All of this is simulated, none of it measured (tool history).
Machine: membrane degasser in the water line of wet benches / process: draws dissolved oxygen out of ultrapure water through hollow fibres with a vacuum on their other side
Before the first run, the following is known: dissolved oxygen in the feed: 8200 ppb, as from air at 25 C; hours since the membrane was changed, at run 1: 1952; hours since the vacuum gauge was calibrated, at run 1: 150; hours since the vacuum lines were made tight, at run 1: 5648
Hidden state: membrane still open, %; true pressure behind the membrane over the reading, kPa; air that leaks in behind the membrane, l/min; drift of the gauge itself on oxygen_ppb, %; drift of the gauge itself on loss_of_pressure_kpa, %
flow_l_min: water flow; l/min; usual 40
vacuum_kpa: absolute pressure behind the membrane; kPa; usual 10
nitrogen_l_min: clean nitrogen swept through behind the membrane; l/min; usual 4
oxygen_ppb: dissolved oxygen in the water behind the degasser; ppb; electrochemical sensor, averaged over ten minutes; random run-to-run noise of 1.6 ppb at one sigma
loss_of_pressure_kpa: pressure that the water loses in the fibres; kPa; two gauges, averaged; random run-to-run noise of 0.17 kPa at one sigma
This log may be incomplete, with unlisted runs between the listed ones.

run,hour,flow_l_min,vacuum_kpa,nitrogen_l_min,hours since the membrane was changed,hours since the vacuum gauge was calibrated,hours since the vacuum lines were made tight,oxygen_ppb,loss_of_pressure_kpa
1,0,40,10,4,1952,150,5648,168.1,27.4
2,74.4,40,10,4,2027,225,5722,167.7,27.49
3,157.8,40,10,6.1,2110,308,5805,118,27.41
4,203.5,24,10,6.1,2156,354,5851,66.6,16.63
5,239.1,24,10,6.1,2191,389,5887,69,16.56
6,281.7,24,10,6.1,2234,432,5929,67.4,16.76
7,361.6,24,10,6.1,2314,512,6009,68.7,16.68
8,408.6,24,10,6.1,2361,559,6056,68.1,16.34
9,484.2,56,10,4,2437,634,6132,260.9,38.6
# hour 489.2: vacuum gauge calibrated
10,561.1,56,12.3,4,2513,72,6208,333.5,38.23
11,628.4,56,12.3,4,2580,139,6275,333.6,38.79
12,670.3,40,10,4,2622,181,6317,170.3,27.68
13,731.6,40,10,4,2683,242,6379,170,27.41
14,770,40,10,4,2722,281,6417,173.3,27.32
15,848.9,43,10,4,2801,360,6496,187.4,29.67
16,896.9,40,10,10.4,2849,408,6544,73.8,27.61
# hour 979.6: vacuum gauge calibrated, once more
17,979.6,40,10,10.4,2931,0,6626,73.2,27.62
18,1049.7,40,10,10.4,3001,70,6696,73.3,27.49
19,1114.2,40,10,10.4,3066,135,6761,72,27.63
20,1150.5,55,14.8,2.51,3102,171,6797,570.8,38.27
21,1195.5,55,24.1,2.51,3147,216,6842,959.8,37.92
22,1268,42,13.3,4.91,3219,288,6915,220.6,29.07
23,1310.5,42,13.3,4.91,3262,331,6957,213.4,28.94
24,1357.5,42,13.3,4.91,3309,378,7004,215.9,28.81
25,1397.4,38,6.7,5.1,3349,418,7044,69.8,26.08
26,1449.1,53,9.2,1.76,3400,469,7096,398.5,36.88
27,1517.6,54,10,2.22,3469,538,7164,388.5,37.51

Estimate the outcome of run 28 from the log above:
28,1576.1,54,10,2.22,3527,596,7223,?,?

{"run 28": {"oxygen_ppb": 384.2, "loss_of_pressure_kpa": 37.33}}
The same run, on a tool lacking any hidden state, would have yielded oxygen_ppb 376.1 ppb, loss_of_pressure_kpa 36.34 kPa.
